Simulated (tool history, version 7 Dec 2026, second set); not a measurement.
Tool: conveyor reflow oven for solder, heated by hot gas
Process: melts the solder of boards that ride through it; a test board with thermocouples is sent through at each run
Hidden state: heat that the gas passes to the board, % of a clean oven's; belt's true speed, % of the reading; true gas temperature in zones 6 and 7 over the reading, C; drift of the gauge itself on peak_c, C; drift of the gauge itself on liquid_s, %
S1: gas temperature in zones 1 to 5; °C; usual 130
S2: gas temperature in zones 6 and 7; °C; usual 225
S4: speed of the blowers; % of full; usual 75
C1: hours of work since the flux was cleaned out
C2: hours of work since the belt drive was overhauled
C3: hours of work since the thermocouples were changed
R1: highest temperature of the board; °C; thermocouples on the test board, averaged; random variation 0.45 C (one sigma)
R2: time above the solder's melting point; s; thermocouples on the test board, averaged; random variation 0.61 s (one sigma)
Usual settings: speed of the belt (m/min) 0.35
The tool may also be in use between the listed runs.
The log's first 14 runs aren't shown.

-- hour=247 belt drive overhauled, speed set with a stopwatch, once more
run 15 hour=259.3 | S1=130 S2=225 speed_of_the_belt_(m/min)=0.35 S4=75 | C1=81 C2=7 C3=928 | R1=202.6 R2=52.8
run 16 hour=270.9 | S1=120 S2=237 speed_of_the_belt_(m/min)=0.35 S4=84 | C1=88 C2=14 C3=935 | R1=211.8 R2=63.2
run 17 hour=291.2 | S1=131 S2=217 speed_of_the_belt_(m/min)=0.371 S4=53 | C1=100 C2=27 C3=947 | R1=188.1 R2=17.2
run 18 hour=312.4 | S1=120 S2=240 speed_of_the_belt_(m/min)=0.343 S4=61 | C1=113 C2=39 C3=960 | R1=208.6 R2=59.7
run 19 hour=334.5 | S1=120 S2=240 speed_of_the_belt_(m/min)=0.343 S4=61 | C1=126 C2=53 C3=973 | R1=209.4 R2=59.1
run 20 hour=349.5 | S1=130 S2=221 speed_of_the_belt_(m/min)=0.35 S4=69 | C1=135 C2=61 C3=982 | R1=197.8 R2=42.9
run 21 hour=371.9 | S1=130 S2=221 speed_of_the_belt_(m/min)=0.35 S4=69 | C1=149 C2=75 C3=995 | R1=197.2 R2=43.1
run 22 hour=390.9 | S1=130 S2=221 speed_of_the_belt_(m/min)=0.385 S4=69 | C1=160 C2=86 C3=1007 | R1=193.9 R2=30.9
run 23 hour=415.8 | S1=130 S2=221 speed_of_the_belt_(m/min)=0.361 S4=69 | C1=175 C2=101 C3=1022 | R1=196.1 R2=37.8
run 24 hour=431.2 | S1=130 S2=221 speed_of_the_belt_(m/min)=0.361 S4=69 | C1=184 C2=110 C3=1031 | R1=195.5 R2=37.7
run 25 hour=456 | S1=126 S2=230 speed_of_the_belt_(m/min)=0.38 S4=67 | C1=199 C2=125 C3=1046 | R1=198.5 R2=39.7
run 26 hour=468.2 | S1=130 S2=222 speed_of_the_belt_(m/min)=0.35 S4=75 | C1=207 C2=133 C3=1053 | R1=198.3 R2=45.8
run 27 hour=489.1 | S1=130 S2=239 speed_of_the_belt_(m/min)=0.316 S4=75 | C1=219 C2=145 C3=1066 | R1=215.4 R2=78.7
run 28 hour=502.3 | S1=130 S2=225 speed_of_the_belt_(m/min)=0.304 S4=75 | C1=227 C2=153 C3=1074 | R1=205.2 R2=67.8
run 29 hour=522 | S1=130 S2=225 speed_of_the_belt_(m/min)=0.304 S4=75 | C1=239 C2=165 C3=1085 | R1=205.5 R2=67.7
run 30 hour=541.6 | S1=130 S2=225 speed_of_the_belt_(m/min)=0.304 S4=75 | C1=251 C2=177 C3=1097 | R1=204.5 R2=67.4

Forecast each of these 3 alternatives for the next run:
run A hour=561 | S1=130 S2=233 speed_of_the_belt_(m/min)=0.386 S4=75 | C1=262 C2=188 C3=1109 | R1=? R2=?
run B hour=561 | S1=130 S2=232 speed_of_the_belt_(m/min)=0.352 S4=75 | C1=262 C2=188 C3=1109 | R1=? R2=?
run C hour=561 | S1=135 S2=225 speed_of_the_belt_(m/min)=0.35 S4=75 | C1=262 C2=188 C3=1109 | R1=? R2=?

run=A R1=202.5 R2=47.2
run=B R1=205 R2=56.9
run=C R1=200.9 R2=52.3
Without the tool's hidden state the same runs would have given:
run=A R1=209.1 R2=57
run=B R1=211.5 R2=66.5
run=C R1=207 R2=63
